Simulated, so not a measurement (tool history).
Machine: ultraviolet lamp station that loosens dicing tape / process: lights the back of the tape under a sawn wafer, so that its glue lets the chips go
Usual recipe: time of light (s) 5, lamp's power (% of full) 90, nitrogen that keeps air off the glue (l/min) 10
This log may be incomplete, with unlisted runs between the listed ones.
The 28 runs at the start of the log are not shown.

| run | hour | time of light (s) | lamp's power (% of full) | nitrogen that keeps air off the glue (l/min) | force that peels the tape off (N) | light that reached the tape (J/m2) |
|---|---|---|---|---|---|---|
| 29 | 215.8 | 5 | 79 | 14 | 0.421 | 3960 |
|  | 216.8 | window cleaned of glue's vapour |
| 30 | 226.5 | 8 | 73 | 5 | 0.285 | 5850 |
| 31 | 231.3 | 8 | 73 | 5 | 0.295 | 5930 |
| 32 | 241.4 | 3 | 90 | 5 | 1.305 | 2690 |
| 33 | 248.1 | 5 | 78 | 15 | 0.413 | 3940 |
| 34 | 257.6 | 5 | 64 | 15 | 0.627 | 3220 |
| 35 | 261.9 | 4 | 67 | 12 | 0.988 | 2690 |
| 36 | 268.7 | 7 | 90 | 7 | 0.22 | 6380 |
| 37 | 275.4 | 2 | 80 | 7 | 2.394 | 1610 |

Each row is a separate what-if for the run after 37, all from the same tool condition, not one after another. Results?
| A | 285.5 | 6 | 92 | 9 | ? | ? |
| B | 285.5 | 6 | 66 | 15 | ? | ? |
| C | 285.5 | 3 | 90 | 12 | ? | ? |
| D | 285.5 | 3 | 80 | 15 | ? | ? |
| E | 285.5 | 2 | 91 | 10 | ? | ? |

| run | force that peels the tape off (N) | light that reached the tape (J/m2) |
|---|---|---|
| A | 0.252 | 5590 |
| B | 0.407 | 3980 |
| C | 0.951 | 2710 |
| D | 1.152 | 2450 |
| E | 1.817 | 1800 |
Had the tool no hidden state, the same runs would have come out as:
| run | force that peels the tape off (N) | light that reached the tape (J/m2) |
|---|---|---|
| A | 0.251 | 5600 |
| B | 0.406 | 3980 |
| C | 0.951 | 2710 |
| D | 1.151 | 2450 |
| E | 1.816 | 1800 |
